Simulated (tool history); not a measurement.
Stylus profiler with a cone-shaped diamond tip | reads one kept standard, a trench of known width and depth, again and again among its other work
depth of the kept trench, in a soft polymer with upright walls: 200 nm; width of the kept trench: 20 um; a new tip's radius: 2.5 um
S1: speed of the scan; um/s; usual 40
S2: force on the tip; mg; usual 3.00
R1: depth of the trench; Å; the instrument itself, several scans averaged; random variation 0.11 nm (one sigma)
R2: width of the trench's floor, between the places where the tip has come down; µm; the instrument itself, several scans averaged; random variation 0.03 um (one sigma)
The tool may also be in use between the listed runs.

run	hour	S1	S2	R1	R2
1	0.0	40	3.00	2020.5	17.86
2	40.7	47	3.00	2018.3	17.92
3	86.6	40	3.00	2020.8	17.94
4	130.5	40	3.00	2018.7	17.91
5	175.0	40	3.00	2020.1	17.92
6	215.0	40	3.00	2020.6	17.94
7	250.3	40	3.00	2020.1	17.86
8	280.7	40	3.00	2020.0	17.92
9	328.1	40	3.00	2019.3	17.90
10	374.0	40	3.00	2019.6	17.92
11	407.9	40	3.00	2020.2	17.91
12	435.8	40	3.00	2020.6	17.94
13	460.1	40	8.02	2038.7	17.98
14	488.9	40	3.00	2018.8	17.93
15	531.4	40	3.00	2019.1	17.88
16	558.2	40	3.00	2018.5	17.88
17	578.4	40	2.05	2014.6	17.83
18	620.7	40	2.05	2014.0	17.92
19	657.2	34	2.05	2015.2	17.88
20	688.9	40	4.33	2025.0	17.88
21	731.4	40	4.33	2024.8	17.96
22	768.7	93	3.00	2019.3	17.75
23	791.1	93	4.60	2026.6	17.81
24	826.1	116	7.86	2036.8	17.75
25	875.0	116	7.34	2036.1	17.80
26	896.4	116	7.34	2036.3	17.80
27	916.8	14	6.99	2034.4	18.03
28	952.2	14	6.99	2032.9	17.98
29	984.1	14	6.99	2035.3	17.95
30	1020.4	14	6.99	2037.2	18.00
31	1045.6	14	6.99	2032.9	17.98
32	1068.9	14	6.99	2034.8	17.99
33	1089.7	18	7.84	2037.4	17.96
34	1128.0	28	4.73	2027.1	17.98
35	1173.1	28	4.73	2025.5	17.97
36	1200.4	16	1.22	2009.5	18.00
37	1225.5	97	3.66	2021.5	17.73
38	1249.8	23	4.08	2024.1	17.99
39	1273.1	54	3.50	2021.9	17.85
40	1297.1	22	3.50	2022.8	17.98
41	1319.7	14	1.00	2011.7	17.91
42	1349.0	48	1.39	2012.6	17.85
43	1387.6	142	2.84	2018.3	17.57
44	1411.3	76	1.41	2009.9	17.72
45	1455.8	76	1.41	2011.9	17.63

Not shown: 1 entry that the log had between the listed runs. Between which runs, and how does the tool's hidden state differ before and after?
Between runs 44 and 45: height scale calibrated on a step standard (hour 1431.2)
  height scale over the true one, %: 0.031 -> 0
